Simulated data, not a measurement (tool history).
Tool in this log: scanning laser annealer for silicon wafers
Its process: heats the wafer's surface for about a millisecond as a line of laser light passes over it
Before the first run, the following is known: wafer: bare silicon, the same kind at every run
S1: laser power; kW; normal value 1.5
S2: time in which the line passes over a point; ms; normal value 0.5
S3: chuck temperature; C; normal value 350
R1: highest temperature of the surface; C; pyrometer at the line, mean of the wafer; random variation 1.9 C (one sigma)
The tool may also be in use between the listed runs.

run	hour	S1	S2	S3	R1
1	0	1.5	0.5	350	1118
2	11.2	1.5	0.5	350	1119
3	21.7	1.5	0.5	350	1117
4	39.2	1.5	0.5	350	1123
5	56	1.5	0.355	350	981
6	67.4	1.5	0.355	350	984
# hour 78.5: window over the wafer cleaned
7	89.2	1.5	0.355	350	1019
8	106.3	1.5	0.355	350	1016
9	124.3	1.5	0.355	350	1015
10	136.1	1.5	0.355	350	1018
11	145.5	1.5	0.437	350	1100
12	158.9	1.5	0.437	350	1097
13	173.4	1.5	0.5	347	1156
14	184.8	1.5	0.5	347	1154
15	202	1.5	0.5	335	1143
16	215.4	1.5	0.5	335	1141
17	223.7	1.411	0.432	332	1030
18	234.8	1.432	0.552	336	1150
19	245.9	1.394	0.561	372	1175
20	261.4	1.308	0.525	387	1108
21	275.3	1.638	0.572	347	1292
22	293.6	1.361	0.379	344	968
23	308.1	1.335	0.363	322	921
24	317.3	1.476	0.354	339	988
25	332.5	1.476	0.354	339	988
26	352.4	1.642	0.523	350	1250
27	362.6	1.642	0.404	350	1126

Measured result minus the same run's result without the hidden state. Both carry the same run-to-run variation, though not necessarily the same gauge scatter:
Hidden conditions of the tool in this case: light that passes the window, % of a clean one's; laser's true power over the reading, %; width of the line over the set one, %; drift of the gauge itself on peak_c, C.
run	R1
1	-39
2	-39
3	-40
4	-41
5	-33
6	-35
7	+1
8	+0
9	+0
10	-1
11	+0
12	-1
13	-2
14	-2
15	-2
16	-3
17	-3
18	-4
19	-3
20	-4
21	-6
22	-4
23	-4
24	-5
25	-5
26	-8
27	-8
